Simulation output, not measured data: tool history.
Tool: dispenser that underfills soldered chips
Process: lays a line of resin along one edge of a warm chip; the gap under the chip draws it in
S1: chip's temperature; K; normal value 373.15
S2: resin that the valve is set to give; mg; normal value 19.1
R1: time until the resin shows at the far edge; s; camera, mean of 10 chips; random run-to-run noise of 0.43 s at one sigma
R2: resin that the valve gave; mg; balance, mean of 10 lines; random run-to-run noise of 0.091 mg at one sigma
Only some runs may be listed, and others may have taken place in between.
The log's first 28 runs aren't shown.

run   hour      S1    S2    R1     R2
     154.8  -- new syringe of resin
 29  159.7  372.15  24.7  34.9  24.39
 30  164.1  373.15    18    38  17.65
     165.4  -- new syringe of resin
 31  170.6  373.15    18  34.1  17.79
     176.4  -- new syringe of resin
 32  178.3  386.15  19.1  20.9  18.72
 33  182.8  366.15  23.2  44.7  22.64
     186.9  -- new syringe of resin
 34  190.8  384.15  19.1  23.4  18.53
     197.7  -- new syringe of resin
 35  198.1  373.15  23.9  29.3  23.16
 36  203.6  360.15  19.1  54.1  18.35

Consider 3 possible next runs. They are alternatives, not a sequence: every one starts from the tool as it was left by run 36. What does each give?
     208.7  -- new syringe of resin
  A  209.2  366.15    19   ?   ?
     208.7  -- new syringe of resin
  B  209.2  385.15  20.8   ?   ?
     208.7  -- new syringe of resin
  C  209.2  362.15  22.4   ?   ?

run    R1     R2
  A  38.7  18.22
  B  19.9  20.11
  C  43.5  21.63
The same runs, with their run-to-run variation unchanged, on a tool lacking any hidden condition would have given:
run    R1     R2
  A  39.1  18.92
  B    20  20.88
  C  44.1  22.47
